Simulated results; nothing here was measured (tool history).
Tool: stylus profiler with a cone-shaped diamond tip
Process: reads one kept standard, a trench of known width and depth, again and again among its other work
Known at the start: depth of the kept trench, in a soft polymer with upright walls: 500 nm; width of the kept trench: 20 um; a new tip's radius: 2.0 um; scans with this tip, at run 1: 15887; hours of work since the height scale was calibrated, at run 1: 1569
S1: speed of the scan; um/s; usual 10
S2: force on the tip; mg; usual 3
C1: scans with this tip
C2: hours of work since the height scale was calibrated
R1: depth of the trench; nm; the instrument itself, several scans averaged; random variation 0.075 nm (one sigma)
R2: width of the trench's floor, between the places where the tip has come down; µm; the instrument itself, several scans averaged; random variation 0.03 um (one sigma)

run 1 day=0 | S1=10 S2=3 | C1=15887 C2=1569 | R1=507.4 R2=17.34
run 2 day=1.7 | S1=10 S2=3 | C1=16188 C2=1598 | R1=507.42 R2=17.3
run 3 day=3.904 | S1=10 S2=3 | C1=16578 C2=1637 | R1=507.29 R2=17.22
run 4 day=6.033 | S1=10 S2=3 | C1=16955 C2=1674 | R1=507.34 R2=17.26
run 5 day=8.3 | S1=10 S2=3 | C1=17356 C2=1714 | R1=507.33 R2=17.29
run 6 day=9.638 | S1=10 S2=3 | C1=17593 C2=1737 | R1=507.41 R2=17.31
run 7 day=12.162 | S1=10 S2=3 | C1=18039 C2=1781 | R1=507.25 R2=17.31
run 8 day=13.871 | S1=10 S2=3 | C1=18342 C2=1811 | R1=507.26 R2=17.3
run 9 day=15.346 | S1=10 S2=1.25 | C1=18602 C2=1837 | R1=503.97 R2=17.21
run 10 day=16.954 | S1=10 S2=3 | C1=18887 C2=1865 | R1=507.49 R2=17.25
run 11 day=18.996 | S1=10 S2=2.37 | C1=19248 C2=1900 | R1=506.41 R2=17.31
run 12 day=20.254 | S1=10 S2=2.37 | C1=19471 C2=1922 | R1=506.29 R2=17.25
run 13 day=21.458 | S1=10 S2=2.37 | C1=19684 C2=1943 | R1=506.38 R2=17.31
run 14 day=23.471 | S1=10 S2=3 | C1=20040 C2=1979 | R1=507.37 R2=17.25
run 15 day=26.008 | S1=10 S2=3 | C1=20489 C2=2023 | R1=507.37 R2=17.31
run 16 day=28.129 | S1=10 S2=3 | C1=20864 C2=2060 | R1=507.49 R2=17.29
run 17 day=29.383 | S1=10 S2=3.09 | C1=21086 C2=2082 | R1=507.52 R2=17.27
run 18 day=30.8 | S1=14 S2=3 | C1=21336 C2=2107 | R1=507.41 R2=17.26
run 19 day=32.329 | S1=14 S2=3 | C1=21607 C2=2133 | R1=507.41 R2=17.3
run 20 day=34.8 | S1=14 S2=3 | C1=22044 C2=2176 | R1=507.33 R2=17.26
run 21 day=37.288 | S1=14 S2=3 | C1=22484 C2=2220 | R1=507.46 R2=17.26
run 22 day=38.875 | S1=3 S2=3 | C1=22765 C2=2248 | R1=507.36 R2=17.3
run 23 day=40.517 | S1=3 S2=3 | C1=23056 C2=2276 | R1=507.38 R2=17.34
run 24 day=42.125 | S1=3 S2=3 | C1=23340 C2=2304 | R1=507.43 R2=17.34
run 25 day=43.179 | S1=3 S2=3 | C1=23527 C2=2323 | R1=507.42 R2=17.35
run 26 day=45.708 | S1=37 S2=1.6 | C1=23974 C2=2367 | R1=504.93 R2=17.06
run 27 day=48.029 | S1=11 S2=4.92 | C1=24385 C2=2408 | R1=510.3 R2=17.31
run 28 day=50.633 | S1=11 S2=4.92 | C1=24845 C2=2453 | R1=510.24 R2=17.29
-- day=51.788 height scale calibrated on a step standard
run 29 day=51.942 | S1=3 S2=6.04 | C1=25073 C2=3 | R1=511.79 R2=17.31
run 30 day=54.542 | S1=10 S2=1.22 | C1=25533 C2=48 | R1=504.07 R2=17.25
run 31 day=56.8 | S1=27 S2=1.61 | C1=25933 C2=88 | R1=504.83 R2=17.14
run 32 day=59.338 | S1=27 S2=1.61 | C1=26382 C2=132 | R1=504.99 R2=17.12
run 33 day=60.996 | S1=2 S2=4.12 | C1=26675 C2=161 | R1=509.19 R2=17.28
run 34 day=62.296 | S1=10 S2=1.32 | C1=26905 C2=184 | R1=504.23 R2=17.27
run 35 day=63.408 | S1=7 S2=2.84 | C1=27102 C2=203 | R1=507.09 R2=17.32
run 36 day=65.342 | S1=7 S2=2.84 | C1=27444 C2=237 | R1=507.21 R2=17.33
run 37 day=67.912 | S1=7 S2=2.84 | C1=27899 C2=282 | R1=507.19 R2=17.25
run 38 day=69.633 | S1=7 S2=2.84 | C1=28203 C2=312 | R1=507.13 R2=17.29
run 39 day=72.104 | S1=7 S2=2.84 | C1=28641 C2=355 | R1=507.23 R2=17.31
run 40 day=74.475 | S1=7 S2=2.84 | C1=29060 C2=396 | R1=507.17 R2=17.27
run 41 day=76.071 | S1=7 S2=2.84 | C1=29342 C2=424 | R1=507.15 R2=17.32
run 42 day=78.221 | S1=7 S2=2.84 | C1=29723 C2=462 | R1=507.12 R2=17.25
run 43 day=79.896 | S1=7 S2=2.05 | C1=30019 C2=491 | R1=505.57 R2=17.31
run 44 day=81.738 | S1=11 S2=6.46 | C1=30344 C2=523 | R1=512.51 R2=17.31
run 45 day=83.938 | S1=11 S2=6.46 | C1=30734 C2=562 | R1=512.43 R2=17.28

5 ways to go on from here, each from the tool as it stands after run 45. What would each give?
run A day=85.358 | S1=11 S2=2.63 | C1=30986 C2=586 | R1=? R2=?
run B day=85.358 | S1=5 S2=4.23 | C1=30986 C2=586 | R1=? R2=?
run C day=85.358 | S1=9 S2=6.46 | C1=30986 C2=586 | R1=? R2=?
run D day=85.358 | S1=8 S2=8.48 | C1=30986 C2=586 | R1=? R2=?
run E day=85.358 | S1=10 S2=4.84 | C1=30986 C2=586 | R1=? R2=?

run=A R1=506.72 R2=17.22
run=B R1=509.34 R2=17.35
run=C R1=512.39 R2=17.29
run=D R1=514.73 R2=17.29
run=E R1=510.26 R2=17.29
Without the tool's hidden state the same runs would have given:
run=A R1=506.73 R2=17.25
run=B R1=509.35 R2=17.37
run=C R1=512.4 R2=17.31
run=D R1=514.74 R2=17.32
run=E R1=510.27 R2=17.31
